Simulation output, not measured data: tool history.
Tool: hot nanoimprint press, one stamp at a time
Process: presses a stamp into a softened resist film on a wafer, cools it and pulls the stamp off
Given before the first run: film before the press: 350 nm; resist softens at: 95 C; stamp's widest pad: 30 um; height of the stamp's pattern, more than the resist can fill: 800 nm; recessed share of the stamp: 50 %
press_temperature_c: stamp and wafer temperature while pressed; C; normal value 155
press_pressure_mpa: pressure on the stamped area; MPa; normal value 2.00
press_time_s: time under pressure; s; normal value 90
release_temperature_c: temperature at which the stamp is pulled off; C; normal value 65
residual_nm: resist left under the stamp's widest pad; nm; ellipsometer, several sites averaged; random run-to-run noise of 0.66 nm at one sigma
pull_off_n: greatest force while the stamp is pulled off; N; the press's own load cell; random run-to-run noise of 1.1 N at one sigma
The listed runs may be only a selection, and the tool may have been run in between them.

Run 1, hour 0.0: usual settings. Result: residual_nm 145.9 nm, pull_off_n 115 N.
Run 2, hour 53.2: usual settings. Result: residual_nm 146.0 nm, pull_off_n 111 N.
At hour 130.2: stamp cleaned and given a new release coat.
Run 3, hour 135.5: usual settings. Result: residual_nm 146.7 nm, pull_off_n 112 N.
Run 4, hour 209.8: usual settings but release_temperature_c 67 C. Result: residual_nm 145.2 nm, pull_off_n 109 N.
Run 5, hour 282.3: usual settings but release_temperature_c 67 C. Result: residual_nm 144.7 nm, pull_off_n 112 N.
Run 6, hour 323.0: usual settings but release_temperature_c 67 C. Result: residual_nm 146.1 nm, pull_off_n 111 N.
Run 7, hour 364.2: usual settings but release_temperature_c 67 C. Result: residual_nm 144.7 nm, pull_off_n 110 N.
Run 8, hour 435.6: usual settings but release_temperature_c 67 C. Result: residual_nm 144.8 nm, pull_off_n 108 N.
Run 9, hour 505.5: usual settings but press_time_s 50 s, release_temperature_c 66 C. Result: residual_nm 180.9 nm, pull_off_n 112 N.
Run 10, hour 549.0: usual settings but press_pressure_mpa 1.92 MPa, press_time_s 50 s, release_temperature_c 59 C. Result: residual_nm 183.3 nm, pull_off_n 116 N.

Below are 3 alternative next runs, each starting from the tool's condition after run 10. Predict each:
At hour 610.8: stamp cleaned and given a new release coat.
Run A, hour 623.9: usual settings but press_temperature_c 146 C, press_pressure_mpa 1.33 MPa, release_temperature_c 67 C. Result: residual_nm ?, pull_off_n ?.
At hour 610.8: stamp cleaned and given a new release coat.
Run B, hour 623.9: usual settings but press_pressure_mpa 1.92 MPa, press_time_s 50 s, release_temperature_c 59 C. Result: residual_nm ?, pull_off_n ?.
At hour 610.8: stamp cleaned and given a new release coat.
Run C, hour 623.9: usual settings but press_pressure_mpa 1.92 MPa, press_time_s 135 s, release_temperature_c 59 C. Result: residual_nm ?, pull_off_n ?.

run  residual_nm  pull_off_n
  A        235.8         109
  B        182.3         114
  C        124.3         116
With no hidden state in the tool, these same runs would have given:
run  residual_nm  pull_off_n
  A        241.0         109
  B        186.3         114
  C        127.1         116

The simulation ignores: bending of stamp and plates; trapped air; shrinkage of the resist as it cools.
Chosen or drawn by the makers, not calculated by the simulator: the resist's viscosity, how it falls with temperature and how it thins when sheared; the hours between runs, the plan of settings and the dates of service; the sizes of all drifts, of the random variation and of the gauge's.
